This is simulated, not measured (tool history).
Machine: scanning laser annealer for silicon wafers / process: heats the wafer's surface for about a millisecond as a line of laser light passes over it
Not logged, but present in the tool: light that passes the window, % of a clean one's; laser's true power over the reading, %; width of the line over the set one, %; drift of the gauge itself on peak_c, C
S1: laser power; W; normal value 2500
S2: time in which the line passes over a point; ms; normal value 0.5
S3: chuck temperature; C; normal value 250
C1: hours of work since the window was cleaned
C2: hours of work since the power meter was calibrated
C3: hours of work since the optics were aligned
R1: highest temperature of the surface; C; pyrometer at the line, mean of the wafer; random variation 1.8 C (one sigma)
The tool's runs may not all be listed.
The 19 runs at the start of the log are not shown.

run	hour	S1	S2	S3	C1	C2	C3	R1
20	250.2	2500	0.545	250	428	235	1405	1063
21	263.9	2500	0.545	250	434	241	1411	1065
22	273.3	2685	0.384	244	439	246	1415	1008
23	291.9	2271	0.423	241	447	254	1424	891
24	304.3	2744	0.5	235	452	259	1429	1111
25	323.2	2590	0.5	279	461	268	1438	1096
26	334.7	2636	0.48	250	466	273	1443	1068
27	346.4	2743	0.407	232	471	278	1448	1036
28	354.4	2501	0.595	218	475	282	1452	1061
29	365.3	2501	0.602	231	480	287	1456	1076
30	384.1	2501	0.474	219	488	295	1465	981
31	398.4	2321	0.395	250	494	301	1471	896
32	413.4	2698	0.596	256	501	308	1478	1182
33	432.2	2344	0.5	256	510	317	1486	979
34	442.4	2308	0.548	213	514	321	1491	949
35	452.9	2531	0.5	256	519	326	1496	1048
36	471.5	2585	0.5	250	527	334	1504	1065
# hour 486.4: window over the wafer cleaned
37	487	2585	0.5	250	0	340	1510	1088
38	497	2321	0.38	250	5	345	1514	904
39	505.5	2611	0.602	211	9	348	1518	1126
40	521.4	2637	0.602	211	16	356	1525	1135
41	531.3	2302	0.5	262	20	360	1530	988

Forecast each of these 4 alternatives for the next run:
A	543	2145	0.434	251	25	365	1535	?
B	543	2654	0.431	262	25	365	1535	?
C	543	2500	0.502	250	25	365	1535	?
D	543	2720	0.478	250	25	365	1535	?

run	R1
A	879
B	1072
C	1051
D	1118
Take away the tool's hidden state, keep each run's random variation, and the runs would have read:
run	R1
A	899
B	1097
C	1077
D	1145
